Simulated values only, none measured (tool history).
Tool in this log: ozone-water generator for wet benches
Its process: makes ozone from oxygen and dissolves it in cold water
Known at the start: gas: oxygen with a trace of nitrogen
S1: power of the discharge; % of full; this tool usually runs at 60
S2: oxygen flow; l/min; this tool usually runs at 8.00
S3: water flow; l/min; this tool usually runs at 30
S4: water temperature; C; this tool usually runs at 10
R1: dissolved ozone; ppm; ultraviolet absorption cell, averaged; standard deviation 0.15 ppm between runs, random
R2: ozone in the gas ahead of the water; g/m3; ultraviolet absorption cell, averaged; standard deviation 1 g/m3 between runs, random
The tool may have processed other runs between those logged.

| run | day | S1 | S2 | S3 | S4 | R1 | R2 |
|---|---|---|---|---|---|---|---|
| 1 | 0.000 | 60 | 8.00 | 30 | 10 | 18.7 | 182.9 |
| 2 | 1.271 | 60 | 8.00 | 30 | 10 | 18.8 | 184.1 |
| 3 | 2.612 | 60 | 8.00 | 30 | 10 | 18.7 | 183.2 |
| 4 | 3.621 | 60 | 8.00 | 30 | 10 | 18.5 | 182.9 |
| 5 | 4.754 | 60 | 8.00 | 30 | 5 | 20.0 | 182.9 |
| 6 | 6.621 | 60 | 8.00 | 30 | 5 | 19.7 | 180.4 |
| 7 | 8.425 | 60 | 8.00 | 30 | 13 | 18.3 | 185.3 |
| 8 | 9.958 | 60 | 8.00 | 30 | 13 | 18.3 | 186.1 |
| 9 | 11.454 | 60 | 8.00 | 30 | 13 | 18.1 | 184.2 |
| 10 | 13.200 | 73 | 8.89 | 24 | 11 | 27.3 | 207.4 |
| 11 | 15.296 | 73 | 8.89 | 24 | 11 | 27.4 | 209.0 |
| 12 | 16.521 | 73 | 8.89 | 46 | 6 | 15.3 | 209.6 |

Expected results for the next run?
| 13 | 18.962 | 41 | 4.91 | 19 | 10 | ? | ? |

{"run 13": {"R1": 17.8, "R2": 155.3}}
Without the tool's hidden state the same run would have given R1 17.8 ppm, R2 155.3 g/m3.
